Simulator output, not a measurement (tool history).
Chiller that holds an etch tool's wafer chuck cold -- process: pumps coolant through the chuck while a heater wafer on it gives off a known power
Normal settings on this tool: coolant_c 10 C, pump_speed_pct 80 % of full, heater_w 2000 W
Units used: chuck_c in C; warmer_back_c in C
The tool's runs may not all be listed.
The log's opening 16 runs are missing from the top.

run    hour  coolant_c  pump_speed_pct  heater_w  hours since the coolant was changed and the channels were flushed  hours since the pump was overhauled  hours since the chiller's thermometer was calibrated  chuck_c  warmer_back_c
 17   754.2         19              80      1652                                                               2227                                 1957                                                  1171     30.4           5.01
 18   793.8         14              78      1400                                                               2267                                 1997                                                  1210     23.9           4.37
 19   836.2         10              80      1654                                                               2309                                 2039                                                  1253     21.4           5.05
 20   863.6         20              80      1610                                                               2337                                 2066                                                  1280     31.1           4.92
 21   901.6         14              80      2339                                                               2375                                 2104                                                  1318     30.2           7.08
 22   939.1          7              72      1134                                                               2412                                 2142                                                  1356     15.4           3.82
 23   984.5          7              72      1134                                                               2458                                 2187                                                  1401     15.4           3.94
 24    1016          7              87      1641                                                               2489                                 2219                                                  1432     17.8           4.62
 25  1082.7         17              97      1471                                                               2556                                 2285                                                  1499       26           3.69
 26  1124.8          5              80      2607                                                               2598                                 2328                                                  1541       23            8.1
 27  1187.5          5              80      2748                                                               2661                                 2390                                                  1604       24           8.58
 28  1220.2          2              65      2618                                                               2693                                 2423                                                  1637     23.3          10.14
 29  1256.3          2              73      2083                                                               2729                                 2459                                                  1673     17.5           7.15
 30  1285.3         11              80      2000                                                               2758                                 2488                                                  1702     25.1            6.2
 31  1343.9         12              87      2000                                                               2817                                 2547                                                  1760     25.1           5.65
 32  1393.1          4              85      2129                                                               2866                                 2596                                                  1810     18.5            6.2

Alternative continuations, all from the tool just after run 32; predict every row:
  A  1436.4          4              64      2129                                                               2910                                 2639                                                  1853        ?              ?
  B  1436.4          6              85      2059                                                               2910                                 2639                                                  1853        ?              ?
  C  1436.4          4              61      2512                                                               2910                                 2639                                                  1853        ?              ?

run  chuck_c  warmer_back_c
  A     21.4           8.46
  B     19.8           5.98
  C     25.5          10.55
What these runs would have given with no unlogged condition in the tool:
run  chuck_c  warmer_back_c
  A     19.5           7.83
  B     18.3           5.54
  C     23.3           9.77
